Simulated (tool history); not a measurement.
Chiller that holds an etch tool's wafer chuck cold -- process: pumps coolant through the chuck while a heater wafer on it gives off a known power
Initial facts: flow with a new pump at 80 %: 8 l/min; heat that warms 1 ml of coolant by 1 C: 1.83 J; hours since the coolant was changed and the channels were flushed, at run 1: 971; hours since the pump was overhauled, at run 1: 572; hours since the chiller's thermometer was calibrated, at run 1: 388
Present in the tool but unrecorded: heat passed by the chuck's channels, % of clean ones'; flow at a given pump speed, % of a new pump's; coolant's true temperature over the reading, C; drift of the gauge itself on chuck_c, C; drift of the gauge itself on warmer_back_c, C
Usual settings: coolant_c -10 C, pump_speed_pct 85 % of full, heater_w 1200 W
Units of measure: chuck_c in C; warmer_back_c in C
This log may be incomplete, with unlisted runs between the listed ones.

run,hour,coolant_c,pump_speed_pct,heater_w,hours since the coolant was changed and the channels were flushed,hours since the pump was overhauled,hours since the chiller's thermometer was calibrated,chuck_c,warmer_back_c
1,0,-10,85,1200,971,572,388,5,4.65
2,57,-10,73,1200,1028,629,445,7,5.37
3,115.8,-10,73,1200,1087,688,504,6.9,5.38
4,166.8,-10,73,1200,1138,739,555,7.1,5.34
5,217.3,-10,73,1200,1189,789,606,6.9,5.37
6,310.6,-10,73,1200,1282,883,699,7,5.31
7,366,-10,73,1200,1337,938,754,6.9,5.24
8,412.1,-1,68,956,1383,984,800,13.3,4.49
9,481.6,-10,85,712,1453,1054,870,-1.2,2.61
10,547,-10,85,712,1518,1119,935,-1.1,2.64
11,592,-10,85,712,1563,1164,980,-1,2.62
12,651.3,-10,85,712,1623,1223,1040,-1,2.49
13,732.3,-18,85,712,1704,1304,1121,-9.1,2.56
14,800.3,-18,85,712,1772,1372,1189,-9.2,2.49

Subtracting, for every run, the result it would have given without the tool's unlogged condition from the measured result gives the following. The same run-to-run variation enters both numbers; the gauge's scatter may not:
run,warmer_back_c
1,+0
2,-0.02
3,-0.03
4,-0.04
5,-0.06
6,-0.09
7,-0.11
8,-0.12
9,-0.14
10,-0.15
11,-0.17
12,-0.19
13,-0.21
14,-0.23
chuck_c: measured minus the no-hidden-state value equals 0 in all runs.
